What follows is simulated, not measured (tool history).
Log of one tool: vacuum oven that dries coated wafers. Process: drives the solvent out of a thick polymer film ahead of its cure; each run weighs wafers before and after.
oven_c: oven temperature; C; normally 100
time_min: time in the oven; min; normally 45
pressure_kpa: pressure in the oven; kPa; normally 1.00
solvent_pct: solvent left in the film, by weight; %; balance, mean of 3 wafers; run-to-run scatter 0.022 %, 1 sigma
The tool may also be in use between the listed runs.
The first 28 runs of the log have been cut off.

run     day  oven_c  time_min  pressure_kpa  hours of work since the thermocouples were calibrated  hours of work since the vacuum gauge was cleaned of residue  solvent_pct
 29  58.375     113        30          0.74                                                   1107                                                          840         2.35
 30  60.579     100        74          0.77                                                   1138                                                          872         1.83
 31  62.642      87        45          0.51                                                   1167                                                          901         8.61
 32  65.225      87        45          0.51                                                   1204                                                          937         8.65
 33  67.542      90        45          1.00                                                   1237                                                          970         7.74
     69.350  -- oven's thermocouples calibrated
 34  70.062      90        45          1.00                                                     10                                                         1004         7.70
 35  72.158      88        66          0.74                                                     40                                                         1034         6.14
 36  73.475      88        66          0.74                                                     58                                                         1053         6.15
 37  76.075     100        45          0.64                                                     95                                                         1089         4.06
 38  78.425     110        53          1.00                                                    128                                                         1123         1.07
 39  80.038      86        49          1.00                                                    151                                                         1145         8.66
 40  81.192      96        37          1.23                                                    167                                                         1162         6.74
 41  83.096      96        60          1.03                                                    194                                                         1189         3.95

Estimate the outcome of run 42 from the log above:
 42  85.283      96        60          1.03                                                    225                                                         1219            ?

{"run 42": {"solvent_pct": 3.91}}
If the tool had no hidden condition, the same run with the same run-to-run variation would have returned solvent_pct 3.91 %.
